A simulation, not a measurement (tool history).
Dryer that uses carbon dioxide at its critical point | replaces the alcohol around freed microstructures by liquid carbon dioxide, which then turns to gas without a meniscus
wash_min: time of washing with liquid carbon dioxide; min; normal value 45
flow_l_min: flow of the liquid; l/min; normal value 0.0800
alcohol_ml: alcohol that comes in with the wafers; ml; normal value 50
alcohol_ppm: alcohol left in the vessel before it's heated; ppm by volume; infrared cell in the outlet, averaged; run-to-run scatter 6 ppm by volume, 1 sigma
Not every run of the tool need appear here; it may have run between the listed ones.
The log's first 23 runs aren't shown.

Run 24, hour 547.8: usual settings. Result: alcohol_ppm 360 ppm by volume.
Run 25, hour 570.4: usual settings but alcohol_ml 64 ml. Result: alcohol_ppm 420 ppm by volume.
Run 26, hour 590.4: usual settings but wash_min 28 min, flow_l_min 0.1063 l/min, alcohol_ml 44 ml. Result: alcohol_ppm 751 ppm by volume.
Run 27, hour 619.3: usual settings but wash_min 28 min, flow_l_min 0.1063 l/min, alcohol_ml 44 ml. Result: alcohol_ppm 732 ppm by volume.
Run 28, hour 641.6: usual settings but wash_min 27 min, flow_l_min 0.0789 l/min, alcohol_ml 46 ml. Result: alcohol_ppm 2842 ppm by volume.
Run 29, hour 668.2: usual settings but wash_min 58 min, alcohol_ml 29 ml. Result: alcohol_ppm 132 ppm by volume.
Run 30, hour 701.6: usual settings but wash_min 58 min, alcohol_ml 29 ml. Result: alcohol_ppm 140 ppm by volume.
Run 31, hour 730.9: usual settings but wash_min 58 min, alcohol_ml 29 ml. Result: alcohol_ppm 146 ppm by volume.
Run 32, hour 758.3: usual settings but wash_min 58 min, alcohol_ml 29 ml. Result: alcohol_ppm 137 ppm by volume.
Run 33, hour 779.1: usual settings but wash_min 58 min, alcohol_ml 29 ml. Result: alcohol_ppm 144 ppm by volume.
Run 34, hour 800.0: usual settings but wash_min 41 min, flow_l_min 0.1173 l/min, alcohol_ml 112 ml. Result: alcohol_ppm 194 ppm by volume.
Run 35, hour 822.5: usual settings but flow_l_min 0.0530 l/min. Result: alcohol_ppm 2265 ppm by volume.
Run 36, hour 840.0: usual settings but wash_min 33 min, flow_l_min 0.0866 l/min, alcohol_ml 41 ml. Result: alcohol_ppm 961 ppm by volume.
Run 37, hour 866.6: usual settings but flow_l_min 0.0851 l/min. Result: alcohol_ppm 329 ppm by volume.
Run 38, hour 900.0: usual settings but wash_min 51 min. Result: alcohol_ppm 283 ppm by volume.
Run 39, hour 915.1: usual settings but flow_l_min 0.0493 l/min, alcohol_ml 67 ml. Result: alcohol_ppm 4119 ppm by volume.
Run 40, hour 946.3: usual settings but wash_min 60 min, flow_l_min 0.1253 l/min, alcohol_ml 37 ml. Result: alcohol_ppm 126 ppm by volume.
Run 41, hour 962.5: usual settings but flow_l_min 0.1346 l/min. Result: alcohol_ppm 125 ppm by volume.
Run 42, hour 986.3: usual settings but flow_l_min 0.1346 l/min. Result: alcohol_ppm 127 ppm by volume.
Run 43, hour 1010.2: usual settings but wash_min 28 min, flow_l_min 0.1048 l/min, alcohol_ml 74 ml. Result: alcohol_ppm 1587 ppm by volume.
Run 44, hour 1035.1: usual settings but wash_min 28 min, flow_l_min 0.1048 l/min, alcohol_ml 74 ml. Result: alcohol_ppm 1546 ppm by volume.
Run 45, hour 1058.6: usual settings but wash_min 28 min, flow_l_min 0.0636 l/min, alcohol_ml 71 ml. Result: alcohol_ppm 8671 ppm by volume.
At hour 1075.9: inlet filter changed.
Run 46, hour 1088.1: usual settings but wash_min 28 min, flow_l_min 0.0636 l/min, alcohol_ml 71 ml. Result: alcohol_ppm 7091 ppm by volume.
Run 47, hour 1107.2: usual settings but wash_min 68 min, flow_l_min 0.0505 l/min, alcohol_ml 40 ml. Result: alcohol_ppm 370 ppm by volume.

3 options for the next run, each taken on its own from the tool as it stands now. Forecast them:
Run A, hour 1130.9: usual settings but alcohol_ml 108 ml. Result: alcohol_ppm ?.
Run B, hour 1130.9: usual settings but flow_l_min 0.0655 l/min. Result: alcohol_ppm ?.
Run C, hour 1130.9: usual settings but wash_min 32 min, flow_l_min 0.0630 l/min, alcohol_ml 67 ml. Result: alcohol_ppm ?.

run  alcohol_ppm
  A          636
  B          818
  C         4618
The same runs, with their run-to-run variation unchanged, on a tool lacking any hidden condition would have given:
run  alcohol_ppm
  A          480
  B          664
  C         4365

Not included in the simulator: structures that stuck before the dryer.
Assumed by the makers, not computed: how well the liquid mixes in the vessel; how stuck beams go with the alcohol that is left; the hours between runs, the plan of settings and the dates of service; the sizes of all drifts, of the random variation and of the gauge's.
